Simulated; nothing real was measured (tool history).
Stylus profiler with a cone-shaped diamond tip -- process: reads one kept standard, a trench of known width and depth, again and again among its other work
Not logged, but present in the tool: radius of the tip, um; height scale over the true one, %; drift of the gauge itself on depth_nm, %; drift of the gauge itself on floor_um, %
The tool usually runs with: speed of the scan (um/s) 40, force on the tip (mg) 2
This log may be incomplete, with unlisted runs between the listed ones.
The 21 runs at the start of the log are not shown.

run	hour	speed of the scan (um/s)	force on the tip (mg)	scans with this tip	hours of work since the height scale was calibrated	depth of the trench (angstrom)	width of the trench's floor (nm)
22	1433.9	83	1.63	2133	166	10103.1	25810
23	1531.3	23	5.73	2858	223	10227.1	26130
24	1620.4	15	5.73	3521	274	10233.4	26130
25	1704.5	109	2.57	4147	323	10134.7	25650
26	1765.4	31	4.09	4600	359	10186.3	26010
27	1851.7	31	0.99	5242	409	10083.1	25780
28	1939.6	40	4.1	5896	460	10191.8	25850
29	2025.3	84	1.03	6533	509	10086.6	25280
30	2111.4	24	2.42	7174	559	10140.6	25820
31	2201.1	24	2.42	7841	611	10143.7	25740
32	2293.7	37	2.17	8531	665	10136.9	25570
33	2368	37	2.17	9083	708	10137.4	25520
34	2443.8	19	2.59	9647	752	10155.3	25570
35	2540.7	40	5.25	10368	808	10236.8	25510
36	2618.6	40	5.25	10948	853	10231.7	25490
37	2666.3	12	1.82	11303	881	10128.2	25530

Each row is a separate what-if for the run after 37, all from the same tool condition, not one after another. Results?
A	2725.8	28	0.93	11745	916	?	?
B	2725.8	134	2	11745	916	?	?
C	2725.8	21	2	11745	916	?	?
D	2725.8	115	1.07	11745	916	?	?
E	2725.8	45	1.82	11745	916	?	?

run	depth of the trench (angstrom)	width of the trench's floor (nm)
A	10090.1	25330
B	10136.5	24800
C	10139	25440
D	10098	24740
E	10130	25300
Without the tool's unlogged condition, the same runs would have read:
run	depth of the trench (angstrom)	width of the trench's floor (nm)
A	10063.2	26320
B	10109.4	25780
C	10112	26420
D	10071.1	25720
E	10103	26280
